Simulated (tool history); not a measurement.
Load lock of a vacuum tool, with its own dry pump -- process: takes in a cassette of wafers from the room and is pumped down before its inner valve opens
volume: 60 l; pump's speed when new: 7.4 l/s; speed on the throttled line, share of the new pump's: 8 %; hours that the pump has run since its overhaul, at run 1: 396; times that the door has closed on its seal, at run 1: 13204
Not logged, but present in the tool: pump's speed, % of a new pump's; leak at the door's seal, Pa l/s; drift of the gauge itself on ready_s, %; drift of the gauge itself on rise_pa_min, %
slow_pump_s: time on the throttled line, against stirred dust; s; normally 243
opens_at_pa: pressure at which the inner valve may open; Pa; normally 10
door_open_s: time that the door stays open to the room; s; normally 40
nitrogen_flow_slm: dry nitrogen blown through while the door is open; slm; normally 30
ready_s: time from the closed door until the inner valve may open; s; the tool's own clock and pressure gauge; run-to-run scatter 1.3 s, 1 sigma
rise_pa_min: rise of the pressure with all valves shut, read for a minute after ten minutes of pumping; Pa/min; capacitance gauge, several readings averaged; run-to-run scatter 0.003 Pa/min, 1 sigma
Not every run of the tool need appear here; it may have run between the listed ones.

run    hour  slow_pump_s  opens_at_pa  door_open_s  nitrogen_flow_slm  hours that the pump has run since its overhaul  times that the door has closed on its seal  incoming humidity of the room's air, %  ready_s  rise_pa_min
  1       0          243           10           40                 30                                             396                                       13204                                    45.5    296.7        0.022
  2   231.9          243           10           40                 30                                             628                                       13818                                    46.1    300.9        0.029
  3   535.9          243           10           40                 30                                             932                                       14622                                    43.4    296.7        0.025
  4   867.5          297           10           40                 30                                            1264                                       15499                                    42.2      349        0.022
  5  1217.1          174           10           40                 30                                            1613                                       16424                                    45.8    234.6        0.027
  6  1571.2          174           10           40                 30                                            1967                                       17361                                    48.1    233.7        0.027
  7  1837.9          243           10           40                 30                                            2234                                       18067                                    45.4    299.5        0.031
  8  2215.9          243           10           40                  4                                            2612                                       19067                                    46.1    300.8        0.044
  9  2456.8          243           10           40                  4                                            2853                                       19704                                    48.4    301.2        0.041
 10  2703.9          243           10           40                  4                                            3100                                       20358                                    46.6    300.3        0.047
 11  3178.1          243           10           40                  4                                            3574                                       21613                                    45.9    300.3        0.044
 12    3566          243           10           40                 30                                            3962                                       22639                                      46      301        0.038
 13  3998.9          243           17           40                 30                                            4395                                       23784                                    44.6    295.1        0.043
 14    4352          149           10          100                 30                                            4748                                       24718                                      44    215.2        0.048
 15  4852.9          234           10           58                 12                                            5249                                       26043                                    43.5    293.8         0.05
 16  5348.6          234           10           58                 12                                            5745                                       27355                                    45.1    292.3        0.057
 17  5840.9          234           16           58                 29                                            6237                                       28657                                    47.1    288.9        0.055
 18  6222.9          188           10           68                 23                                            6619                                       29668                                    43.2    251.1         0.06
 19  6629.2          323           10           68                  6                                            7025                                       30743                                    44.6    372.2         0.07
 20  7011.7          191           10           40                 42                                            7408                                       31755                                    46.1    253.7        0.057
 21  7404.5          191           17           40                 18                                            7801                                       32794                                    45.5    250.8         0.06
 22    7614          144           17           84                 18                                            8010                                       33348                                    44.7    207.9        0.068
 23  7841.7          144           17           84                 18                                            8238                                       33951                                    43.5    206.1        0.069
 24  8101.4          202           11           84                  7                                            8498                                       34638                                    40.3    264.9         0.08
 25  8476.7          243            9           54                 24                                            8873                                       35631                                    43.7    304.1         0.07

Table of differences, measured result less the result of that run with no hidden state. Run-to-run variation is the same in both. Gauge scatter possibly is not:
run  ready_s  rise_pa_min
  1     +0.1       +0.016
  2     +0.2       +0.016
  3     +0.3       +0.017
  4     +0.5       +0.018
  5     +0.8        +0.02
  6       +1       +0.021
  7       +1       +0.023
  8     +1.2       +0.024
  9     +1.4       +0.025
 10     +1.4       +0.026
 11     +1.7       +0.028
 12       +2        +0.03
 13       +2       +0.032
 14     +2.7       +0.034
 15     +2.8       +0.037
 16       +3       +0.039
 17       +3       +0.041
 18     +3.7       +0.044
 19     +3.2       +0.046
 20     +4.3       +0.048
 21     +4.3        +0.05
 22     +4.5       +0.051
 23     +4.7       +0.053
 24     +4.8       +0.054
 25     +4.9       +0.056

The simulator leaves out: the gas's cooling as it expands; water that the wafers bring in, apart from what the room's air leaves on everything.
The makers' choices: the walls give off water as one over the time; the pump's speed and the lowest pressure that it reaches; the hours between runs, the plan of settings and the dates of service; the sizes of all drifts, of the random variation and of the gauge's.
